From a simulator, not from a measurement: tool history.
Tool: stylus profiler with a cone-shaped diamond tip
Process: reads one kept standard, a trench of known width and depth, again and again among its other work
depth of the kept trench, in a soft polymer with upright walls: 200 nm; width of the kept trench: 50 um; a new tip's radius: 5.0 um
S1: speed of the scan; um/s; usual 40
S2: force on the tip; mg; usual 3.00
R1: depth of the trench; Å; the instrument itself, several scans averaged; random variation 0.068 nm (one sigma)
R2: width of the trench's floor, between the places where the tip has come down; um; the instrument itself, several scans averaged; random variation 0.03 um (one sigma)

run 1 day=0.000 | S1=40 S2=3.00 | R1=2028.0 R2=47.00
run 2 day=1.350 | S1=65 S2=3.00 | R1=2027.2 R2=46.89
run 3 day=3.033 | S1=54 S2=3.00 | R1=2027.3 R2=46.97
run 4 day=4.733 | S1=44 S2=3.00 | R1=2027.7 R2=46.95
run 5 day=6.083 | S1=44 S2=3.00 | R1=2027.8 R2=46.98
run 6 day=7.779 | S1=44 S2=3.00 | R1=2028.7 R2=46.97
run 7 day=9.938 | S1=66 S2=3.00 | R1=2027.9 R2=46.92
run 8 day=11.267 | S1=113 S2=2.12 | R1=2023.0 R2=46.62
run 9 day=12.988 | S1=26 S2=3.80 | R1=2032.3 R2=47.05
run 10 day=14.392 | S1=26 S2=3.80 | R1=2031.7 R2=47.05
run 11 day=16.225 | S1=29 S2=3.00 | R1=2027.8 R2=47.00
run 12 day=17.338 | S1=56 S2=1.10 | R1=2014.1 R2=46.78

4 ways to go on from here, each from the tool as it stands after run 12. What would each give?
-- day=18.871 new tip fitted, height scale calibrated
run A day=19.600 | S1=88 S2=4.28 | R1=? R2=?
-- day=18.871 new tip fitted, height scale calibrated
run B day=19.600 | S1=40 S2=1.91 | R1=? R2=?
-- day=18.871 new tip fitted, height scale calibrated
run C day=19.600 | S1=47 S2=3.66 | R1=? R2=?
-- day=18.871 new tip fitted, height scale calibrated
run D day=19.600 | S1=21 S2=3.00 | R1=? R2=?

run=A R1=2034.9 R2=46.90
run=B R1=2019.3 R2=46.98
run=C R1=2031.1 R2=47.01
run=D R1=2027.2 R2=47.12
Without the tool's hidden state the same runs would have given:
run=A R1=2034.9 R2=46.90
run=B R1=2019.3 R2=46.98
run=C R1=2031.1 R2=47.01
run=D R1=2027.2 R2=47.12
